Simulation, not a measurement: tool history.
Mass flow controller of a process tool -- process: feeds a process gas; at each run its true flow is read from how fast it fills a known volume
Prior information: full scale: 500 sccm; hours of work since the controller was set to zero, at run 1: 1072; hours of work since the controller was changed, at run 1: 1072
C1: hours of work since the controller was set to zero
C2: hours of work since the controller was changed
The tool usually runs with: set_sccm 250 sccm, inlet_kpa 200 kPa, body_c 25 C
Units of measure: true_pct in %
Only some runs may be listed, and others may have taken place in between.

{"run": 1, "hour": 0.0, "set_sccm": 250, "inlet_kpa": 200, "body_c": 25, "C1": 1072, "C2": 1072, "true_pct": 98.01}
{"run": 2, "hour": 41.4, "set_sccm": 250, "inlet_kpa": 200, "body_c": 25, "C1": 1088, "C2": 1088, "true_pct": 97.99}
{"run": 3, "hour": 80.0, "set_sccm": 250, "inlet_kpa": 180, "body_c": 25, "C1": 1103, "C2": 1103, "true_pct": 98.11}
{"run": 4, "hour": 113.2, "set_sccm": 250, "inlet_kpa": 180, "body_c": 25, "C1": 1116, "C2": 1116, "true_pct": 98.1}
{"run": 5, "hour": 188.1, "set_sccm": 250, "inlet_kpa": 180, "body_c": 22, "C1": 1145, "C2": 1145, "true_pct": 98.16}
{"run": 6, "hour": 232.8, "set_sccm": 250, "inlet_kpa": 200, "body_c": 37, "C1": 1162, "C2": 1162, "true_pct": 97.55}
{"run": 7, "hour": 307.4, "set_sccm": 250, "inlet_kpa": 188, "body_c": 25, "C1": 1191, "C2": 1191, "true_pct": 97.89}
{"run": 8, "hour": 343.5, "set_sccm": 250, "inlet_kpa": 188, "body_c": 25, "C1": 1205, "C2": 1205, "true_pct": 97.9}
{"run": 9, "hour": 386.2, "set_sccm": 250, "inlet_kpa": 188, "body_c": 25, "C1": 1221, "C2": 1221, "true_pct": 97.99}
{"run": 10, "hour": 446.8, "set_sccm": 250, "inlet_kpa": 188, "body_c": 25, "C1": 1245, "C2": 1245, "true_pct": 98}
{"run": 11, "hour": 507.8, "set_sccm": 250, "inlet_kpa": 200, "body_c": 39, "C1": 1268, "C2": 1268, "true_pct": 97.47}
{"run": 12, "hour": 549.1, "set_sccm": 250, "inlet_kpa": 194, "body_c": 39, "C1": 1284, "C2": 1284, "true_pct": 97.48}
{"run": 13, "hour": 600.2, "set_sccm": 250, "inlet_kpa": 194, "body_c": 39, "C1": 1304, "C2": 1304, "true_pct": 97.47}
{"run": 14, "hour": 650.1, "set_sccm": 250, "inlet_kpa": 194, "body_c": 39, "C1": 1323, "C2": 1323, "true_pct": 97.6}
{"run": 15, "hour": 717.7, "set_sccm": 250, "inlet_kpa": 172, "body_c": 39, "C1": 1349, "C2": 1349, "true_pct": 97.54}
{"run": 16, "hour": 762.5, "set_sccm": 250, "inlet_kpa": 172, "body_c": 39, "C1": 1367, "C2": 1367, "true_pct": 97.63}
{"run": 17, "hour": 810.2, "set_sccm": 250, "inlet_kpa": 172, "body_c": 39, "C1": 1385, "C2": 1385, "true_pct": 97.55}
{"run": 18, "hour": 885.5, "set_sccm": 250, "inlet_kpa": 200, "body_c": 25, "C1": 1414, "C2": 1414, "true_pct": 97.85}
{"run": 19, "hour": 935.1, "set_sccm": 250, "inlet_kpa": 200, "body_c": 25, "C1": 1434, "C2": 1434, "true_pct": 97.87}
{"run": 20, "hour": 988.0, "set_sccm": 250, "inlet_kpa": 197, "body_c": 25, "C1": 1454, "C2": 1454, "true_pct": 97.93}
{"run": 21, "hour": 1054.4, "set_sccm": 250, "inlet_kpa": 200, "body_c": 25, "C1": 1480, "C2": 1480, "true_pct": 97.82}
{"run": 22, "hour": 1124.7, "set_sccm": 250, "inlet_kpa": 200, "body_c": 25, "C1": 1507, "C2": 1507, "true_pct": 97.78}
{"run": 23, "hour": 1169.6, "set_sccm": 250, "inlet_kpa": 200, "body_c": 25, "C1": 1524, "C2": 1524, "true_pct": 97.76}
{"run": 24, "hour": 1242.4, "set_sccm": 250, "inlet_kpa": 200, "body_c": 25, "C1": 1553, "C2": 1553, "true_pct": 97.7}
{"run": 25, "hour": 1319.5, "set_sccm": 250, "inlet_kpa": 200, "body_c": 25, "C1": 1582, "C2": 1582, "true_pct": 97.71}
{"run": 26, "hour": 1362.1, "set_sccm": 250, "inlet_kpa": 165, "body_c": 25, "C1": 1599, "C2": 1599, "true_pct": 97.77}
{"hour": 1368.7, "done": "controller's zero set anew"}
{"run": 27, "hour": 1400.4, "set_sccm": 298, "inlet_kpa": 195, "body_c": 32, "C1": 12, "C2": 1613, "true_pct": 97.66}
{"run": 28, "hour": 1469.4, "set_sccm": 483, "inlet_kpa": 200, "body_c": 25, "C1": 39, "C2": 1640, "true_pct": 98.88}
{"run": 29, "hour": 1540.0, "set_sccm": 483, "inlet_kpa": 200, "body_c": 25, "C1": 66, "C2": 1667, "true_pct": 99.11}
{"run": 30, "hour": 1572.2, "set_sccm": 250, "inlet_kpa": 188, "body_c": 24, "C1": 79, "C2": 1680, "true_pct": 97.52}
{"run": 31, "hour": 1619.6, "set_sccm": 250, "inlet_kpa": 140, "body_c": 31, "C1": 97, "C2": 1698, "true_pct": 97.33}
{"run": 32, "hour": 1663.2, "set_sccm": 499, "inlet_kpa": 200, "body_c": 28, "C1": 114, "C2": 1715, "true_pct": 98.97}
{"run": 33, "hour": 1738.7, "set_sccm": 499, "inlet_kpa": 200, "body_c": 28, "C1": 143, "C2": 1744, "true_pct": 98.98}
{"run": 34, "hour": 1811.9, "set_sccm": 499, "inlet_kpa": 200, "body_c": 28, "C1": 171, "C2": 1773, "true_pct": 99.17}
{"hour": 1818.5, "done": "controller's zero set anew, once more"}
{"run": 35, "hour": 1882.8, "set_sccm": 185, "inlet_kpa": 171, "body_c": 40, "C1": 25, "C2": 1800, "true_pct": 97.38}
{"run": 36, "hour": 1920.3, "set_sccm": 103, "inlet_kpa": 168, "body_c": 25, "C1": 39, "C2": 1814, "true_pct": 97.36}
{"run": 37, "hour": 1992.9, "set_sccm": 308, "inlet_kpa": 151, "body_c": 25, "C1": 67, "C2": 1843, "true_pct": 98.52}
{"run": 38, "hour": 2048.4, "set_sccm": 116, "inlet_kpa": 200, "body_c": 25, "C1": 89, "C2": 1864, "true_pct": 97.29}
{"run": 39, "hour": 2085.3, "set_sccm": 383, "inlet_kpa": 200, "body_c": 39, "C1": 103, "C2": 1878, "true_pct": 98.34}
{"run": 40, "hour": 2153.3, "set_sccm": 383, "inlet_kpa": 141, "body_c": 39, "C1": 130, "C2": 1905, "true_pct": 98.57}
{"run": 41, "hour": 2231.4, "set_sccm": 296, "inlet_kpa": 271, "body_c": 29, "C1": 160, "C2": 1935, "true_pct": 98.02}
{"run": 42, "hour": 2269.1, "set_sccm": 296, "inlet_kpa": 242, "body_c": 28, "C1": 174, "C2": 1949, "true_pct": 97.95}
{"run": 43, "hour": 2337.3, "set_sccm": 296, "inlet_kpa": 242, "body_c": 34, "C1": 201, "C2": 1976, "true_pct": 97.84}
{"run": 44, "hour": 2385.1, "set_sccm": 136, "inlet_kpa": 200, "body_c": 26, "C1": 219, "C2": 1994, "true_pct": 97.1}
{"run": 45, "hour": 2441.6, "set_sccm": 84, "inlet_kpa": 234, "body_c": 20, "C1": 241, "C2": 2016, "true_pct": 96.92}
{"run": 46, "hour": 2480.7, "set_sccm": 298, "inlet_kpa": 234, "body_c": 28, "C1": 256, "C2": 2031, "true_pct": 97.94}
{"run": 47, "hour": 2558.2, "set_sccm": 250, "inlet_kpa": 206, "body_c": 32, "C1": 286, "C2": 2061, "true_pct": 97.89}
{"run": 48, "hour": 2592.8, "set_sccm": 338, "inlet_kpa": 229, "body_c": 28, "C1": 300, "C2": 2075, "true_pct": 98.21}

3 ways to go on from here, each from the tool as it stands after run 48. What would each give?
{"run": "A", "hour": 2651.9, "set_sccm": 250, "inlet_kpa": 200, "body_c": 28, "C1": 322, "C2": 2097, "true_pct": "?"}
{"run": "B", "hour": 2651.9, "set_sccm": 250, "inlet_kpa": 164, "body_c": 28, "C1": 322, "C2": 2097, "true_pct": "?"}
{"run": "C", "hour": 2651.9, "set_sccm": 85, "inlet_kpa": 200, "body_c": 23, "C1": 322, "C2": 2097, "true_pct": "?"}

run=A true_pct=97.77
run=B true_pct=98.02
run=C true_pct=96.84
Stripped of hidden state, with their random variation kept, the same runs would have yielded:
run=A true_pct=98.57
run=B true_pct=98.83
run=C true_pct=97.99
